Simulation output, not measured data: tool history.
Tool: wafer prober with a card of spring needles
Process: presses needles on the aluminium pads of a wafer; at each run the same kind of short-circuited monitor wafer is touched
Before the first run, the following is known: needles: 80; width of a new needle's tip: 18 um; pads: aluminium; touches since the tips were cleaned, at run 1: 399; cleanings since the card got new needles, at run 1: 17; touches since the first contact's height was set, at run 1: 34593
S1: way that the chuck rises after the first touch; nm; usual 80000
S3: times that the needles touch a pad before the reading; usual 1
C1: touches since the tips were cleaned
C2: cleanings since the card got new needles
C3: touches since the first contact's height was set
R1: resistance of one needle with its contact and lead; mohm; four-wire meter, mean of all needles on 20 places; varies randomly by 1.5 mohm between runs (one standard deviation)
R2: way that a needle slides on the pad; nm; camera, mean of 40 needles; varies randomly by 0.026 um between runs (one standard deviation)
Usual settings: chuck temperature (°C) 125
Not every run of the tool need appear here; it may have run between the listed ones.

run 1 hour=0 | S1=80000 chuck_temperature_(°C)=125 S3=1 | C1=399 C2=17 C3=34593 | R1=136 R2=13750
-- hour=5 tips cleaned on abrasive film
-- hour=11.1 tips cleaned on abrasive film
run 2 hour=13.1 | S1=95000 chuck_temperature_(°C)=125 S3=1 | C1=621 C2=19 C3=38543 | R1=131 R2=16290
-- hour=17.2 tips cleaned on abrasive film
-- hour=23.1 tips cleaned on abrasive film
run 3 hour=25.4 | S1=95000 chuck_temperature_(°C)=125 S3=1 | C1=701 C2=21 C3=42265 | R1=132 R2=16330
-- hour=29.6 tips cleaned on abrasive film
run 4 hour=32.9 | S1=70000 chuck_temperature_(°C)=125 S3=1 | C1=1028 C2=22 C3=44535 | R1=140 R2=12000
-- hour=35.3 tips cleaned on abrasive film
-- hour=41.2 tips cleaned on abrasive film
run 5 hour=46.2 | S1=76000 chuck_temperature_(°C)=125 S3=1 | C1=1554 C2=24 C3=48556 | R1=138 R2=13060
-- hour=47.3 tips cleaned on abrasive film
run 6 hour=52.6 | S1=80000 chuck_temperature_(°C)=125 S3=1 | C1=1614 C2=25 C3=50467 | R1=136 R2=13690
-- hour=53.4 tips cleaned on abrasive film
-- hour=59.2 tips cleaned on abrasive film
run 7 hour=64.5 | S1=65000 chuck_temperature_(°C)=125 S3=1 | C1=1637 C2=27 C3=54061 | R1=141 R2=11110
-- hour=65.7 tips cleaned on abrasive film
-- hour=72 tips cleaned on abrasive film
run 8 hour=73.3 | S1=64000 chuck_temperature_(°C)=125 S3=1 | C1=397 C2=29 C3=56695 | R1=143 R2=10960
-- hour=78.8 tips cleaned on abrasive film
-- hour=84.9 tips cleaned on abrasive film
run 9 hour=88.1 | S1=74000 chuck_temperature_(°C)=125 S3=1 | C1=961 C2=31 C3=61168 | R1=138 R2=12660
-- hour=90.9 tips cleaned on abrasive film
-- hour=96.9 tips cleaned on abrasive film
-- hour=103 tips cleaned on abrasive film
run 10 hour=103 | S1=74000 chuck_temperature_(°C)=125 S3=1 | C1=0 C2=34 C3=65656 | R1=138 R2=12650
-- hour=109.5 tips cleaned on abrasive film
-- hour=116.2 tips cleaned on abrasive film
run 11 hour=117 | S1=77000 chuck_temperature_(°C)=83 S3=2 | C1=259 C2=36 C3=69896 | R1=131 R2=13090
-- hour=122.8 tips cleaned on abrasive film
-- hour=128.5 tips cleaned on abrasive film
run 12 hour=131.1 | S1=96000 chuck_temperature_(°C)=64 S3=2 | C1=803 C2=38 C3=74159 | R1=122 R2=16350
-- hour=134.3 tips cleaned on abrasive film
-- hour=140.9 tips cleaned on abrasive film
run 13 hour=141.6 | S1=84000 chuck_temperature_(°C)=64 S3=1 | C1=209 C2=40 C3=77300 | R1=123 R2=14290
-- hour=146.7 tips cleaned on abrasive film
-- hour=153.2 tips cleaned on abrasive film
run 14 hour=154.2 | S1=66000 chuck_temperature_(°C)=25 S3=1 | C1=324 C2=42 C3=81111 | R1=123 R2=11220
-- hour=160.2 tips cleaned on abrasive film
run 15 hour=162 | S1=66000 chuck_temperature_(°C)=95 S3=1 | C1=556 C2=43 C3=83462 | R1=137 R2=11180

Hidden state or all else? Some run-to-run changes of R2, split into what the settings, what came in and random variation would give without the hidden state, and what is left for the hidden state (with any gauge scatter that isn't in both results):
What the log doesn't record here: debris on the tips, nm; way that the needles fall short of the set height, um; tips' diameter, um; drift of the gauge itself on contact_mohm, %; drift of the gauge itself on scrub_um, %.
Run 3 -> 4: S1 95000 -> 70000, tips cleaned on abrasive film. R2 -4330 nm: hidden state +0, all else -4330.
Run 11 -> 12: S1 77000 -> 96000, chuck temperature (°C) 83 -> 64, tips cleaned on abrasive film, tips cleaned on abrasive film. R2 +3260 nm: hidden state -40, all else +3300.
